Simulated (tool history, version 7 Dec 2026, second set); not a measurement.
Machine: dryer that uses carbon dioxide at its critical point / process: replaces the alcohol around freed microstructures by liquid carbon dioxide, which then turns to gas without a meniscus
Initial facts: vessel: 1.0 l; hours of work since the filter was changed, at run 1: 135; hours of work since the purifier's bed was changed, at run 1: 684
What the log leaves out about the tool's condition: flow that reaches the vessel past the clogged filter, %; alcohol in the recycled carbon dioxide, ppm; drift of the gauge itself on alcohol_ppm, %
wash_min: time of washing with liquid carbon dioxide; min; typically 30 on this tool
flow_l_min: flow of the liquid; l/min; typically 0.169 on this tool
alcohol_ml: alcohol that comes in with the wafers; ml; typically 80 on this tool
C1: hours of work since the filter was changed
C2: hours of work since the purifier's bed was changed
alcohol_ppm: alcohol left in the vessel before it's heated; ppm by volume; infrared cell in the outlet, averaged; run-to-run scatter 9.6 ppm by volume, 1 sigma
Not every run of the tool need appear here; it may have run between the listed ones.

run 1 hour=0 | wash_min=30 flow_l_min=0.169 alcohol_ml=80 | C1=135 C2=684 | alcohol_ppm=759
run 2 hour=41 | wash_min=30 flow_l_min=0.169 alcohol_ml=80 | C1=155 C2=704 | alcohol_ppm=823
run 3 hour=72.3 | wash_min=30 flow_l_min=0.169 alcohol_ml=80 | C1=170 C2=720 | alcohol_ppm=836
run 4 hour=111.4 | wash_min=30 flow_l_min=0.141 alcohol_ml=80 | C1=190 C2=739 | alcohol_ppm=1708
run 5 hour=164 | wash_min=30 flow_l_min=0.141 alcohol_ml=80 | C1=216 C2=765 | alcohol_ppm=1753
run 6 hour=218 | wash_min=30 flow_l_min=0.169 alcohol_ml=53 | C1=242 C2=792 | alcohol_ppm=671
run 7 hour=265.4 | wash_min=30 flow_l_min=0.169 alcohol_ml=53 | C1=266 C2=816 | alcohol_ppm=680

Forecast run 8:
run 8 hour=323.4 | wash_min=30 flow_l_min=0.169 alcohol_ml=53 | C1=295 C2=844 | alcohol_ppm=?

Run 8 measured alcohol_ppm 704 ppm by volume.
With no hidden state in the tool, this same run would have given alcohol_ppm 358 ppm by volume.
